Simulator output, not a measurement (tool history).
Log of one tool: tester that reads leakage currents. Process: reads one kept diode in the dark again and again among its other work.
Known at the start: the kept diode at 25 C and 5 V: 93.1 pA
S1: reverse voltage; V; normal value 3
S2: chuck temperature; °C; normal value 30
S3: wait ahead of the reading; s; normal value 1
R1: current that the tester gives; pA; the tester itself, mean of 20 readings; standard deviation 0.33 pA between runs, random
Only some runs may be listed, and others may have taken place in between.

run	hour	S1	S2	S3	R1
1	0	3	30	1	116.18
2	153.9	3	30	1	117.37
3	282.4	5.22	30	1	161.29
4	517.1	5.22	30	1	163.62
5	714.5	3	30	1	121.55
6	854.3	3	30	1	122.34
# hour 1088.9: chuck's temperature calibrated
7	1088.9	3	30	1	128.83
8	1193.1	3	30	1	130.65
# hour 1295.9: probe card cleaned and baked
9	1379.9	3	30	1	128.2
10	1530.3	3	30	1	129.65
# hour 1554.9: chuck's temperature calibrated, once more
11	1686.9	3	30	1	111
12	1907	3	30	1.09	111.92

What does the tool deliver on the next run?
13	2103.5	3	30	1	?

R1: 113.41 pA
Had the tool carried no hidden state, the very same run would have given R1 108.46 pA.

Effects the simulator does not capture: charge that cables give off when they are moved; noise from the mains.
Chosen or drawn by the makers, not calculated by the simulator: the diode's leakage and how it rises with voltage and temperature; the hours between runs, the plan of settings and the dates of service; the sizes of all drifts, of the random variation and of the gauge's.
